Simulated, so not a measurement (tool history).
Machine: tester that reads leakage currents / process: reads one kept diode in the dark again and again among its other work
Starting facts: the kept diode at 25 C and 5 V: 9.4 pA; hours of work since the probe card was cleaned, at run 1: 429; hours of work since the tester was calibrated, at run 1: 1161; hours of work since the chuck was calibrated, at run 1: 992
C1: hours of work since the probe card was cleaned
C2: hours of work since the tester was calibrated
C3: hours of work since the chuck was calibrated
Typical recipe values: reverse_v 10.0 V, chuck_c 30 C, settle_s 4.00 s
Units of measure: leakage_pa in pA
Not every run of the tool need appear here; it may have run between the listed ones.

{"run": 1, "day": 0.0, "reverse_v": 10.0, "chuck_c": 30, "settle_s": 4.0, "C1": 429, "C2": 1161, "C3": 992, "leakage_pa": 22.32}
{"run": 2, "day": 3.029, "reverse_v": 10.0, "chuck_c": 30, "settle_s": 4.0, "C1": 467, "C2": 1198, "C3": 1029, "leakage_pa": 22.17}
{"run": 3, "day": 5.892, "reverse_v": 10.0, "chuck_c": 30, "settle_s": 4.0, "C1": 503, "C2": 1234, "C3": 1065, "leakage_pa": 22.21}
{"run": 4, "day": 9.012, "reverse_v": 10.0, "chuck_c": 30, "settle_s": 4.0, "C1": 541, "C2": 1273, "C3": 1104, "leakage_pa": 22.18}
{"run": 5, "day": 10.392, "reverse_v": 10.0, "chuck_c": 30, "settle_s": 1.11, "C1": 558, "C2": 1290, "C3": 1121, "leakage_pa": 23.83}
{"run": 6, "day": 11.929, "reverse_v": 10.0, "chuck_c": 30, "settle_s": 4.0, "C1": 578, "C2": 1309, "C3": 1140, "leakage_pa": 22.37}
{"run": 7, "day": 14.567, "reverse_v": 10.0, "chuck_c": 30, "settle_s": 4.0, "C1": 610, "C2": 1342, "C3": 1173, "leakage_pa": 22.17}
{"run": 8, "day": 17.212, "reverse_v": 10.0, "chuck_c": 60, "settle_s": 4.0, "C1": 643, "C2": 1375, "C3": 1205, "leakage_pa": 230.73}
{"run": 9, "day": 19.246, "reverse_v": 10.0, "chuck_c": 60, "settle_s": 4.0, "C1": 669, "C2": 1400, "C3": 1231, "leakage_pa": 229.85}
{"run": 10, "day": 20.892, "reverse_v": 5.2, "chuck_c": 30, "settle_s": 4.0, "C1": 689, "C2": 1420, "C3": 1251, "leakage_pa": 15.26}
{"run": 11, "day": 23.954, "reverse_v": 10.0, "chuck_c": 22, "settle_s": 1.36, "C1": 727, "C2": 1458, "C3": 1289, "leakage_pa": 12.27}
{"run": 12, "day": 26.133, "reverse_v": 10.0, "chuck_c": 30, "settle_s": 3.59, "C1": 754, "C2": 1485, "C3": 1316, "leakage_pa": 22.23}
{"run": 13, "day": 29.3, "reverse_v": 10.0, "chuck_c": 30, "settle_s": 3.59, "C1": 794, "C2": 1525, "C3": 1356, "leakage_pa": 22.22}
{"run": 14, "day": 31.738, "reverse_v": 10.0, "chuck_c": 30, "settle_s": 0.47, "C1": 824, "C2": 1555, "C3": 1386, "leakage_pa": 26.04}
{"run": 15, "day": 33.521, "reverse_v": 19.7, "chuck_c": 29, "settle_s": 1.46, "C1": 846, "C2": 1577, "C3": 1408, "leakage_pa": 32.29}
{"run": 16, "day": 36.496, "reverse_v": 19.7, "chuck_c": 29, "settle_s": 1.46, "C1": 883, "C2": 1614, "C3": 1445, "leakage_pa": 32.06}
{"run": 17, "day": 38.375, "reverse_v": 10.0, "chuck_c": 30, "settle_s": 1.23, "C1": 906, "C2": 1638, "C3": 1469, "leakage_pa": 23.33}
{"run": 18, "day": 40.462, "reverse_v": 10.0, "chuck_c": 53, "settle_s": 0.75, "C1": 932, "C2": 1664, "C3": 1494, "leakage_pa": 140.42}
{"run": 19, "day": 43.833, "reverse_v": 10.0, "chuck_c": 25, "settle_s": 4.0, "C1": 974, "C2": 1705, "C3": 1536, "leakage_pa": 14.49}
{"run": 20, "day": 46.096, "reverse_v": 7.9, "chuck_c": 30, "settle_s": 8.12, "C1": 1002, "C2": 1734, "C3": 1565, "leakage_pa": 19.34}

Alternative continuations, all from the tool just after run 20; predict every row:
{"run": "A", "day": 47.942, "reverse_v": 3.0, "chuck_c": 42, "settle_s": 0.35, "C1": 1025, "C2": 1757, "C3": 1587, "leakage_pa": "?"}
{"run": "B", "day": 47.942, "reverse_v": 2.9, "chuck_c": 36, "settle_s": 0.44, "C1": 1025, "C2": 1757, "C3": 1587, "leakage_pa": "?"}
{"run": "C", "day": 47.942, "reverse_v": 9.1, "chuck_c": 30, "settle_s": 0.47, "C1": 1025, "C2": 1757, "C3": 1587, "leakage_pa": "?"}

run=A leakage_pa=31.21
run=B leakage_pa=19.17
run=C leakage_pa=24.43
With the hidden condition removed and each run's random variation left untouched, the same runs would have given:
run=A leakage_pa=31.22
run=B leakage_pa=19.17
run=C leakage_pa=24.43
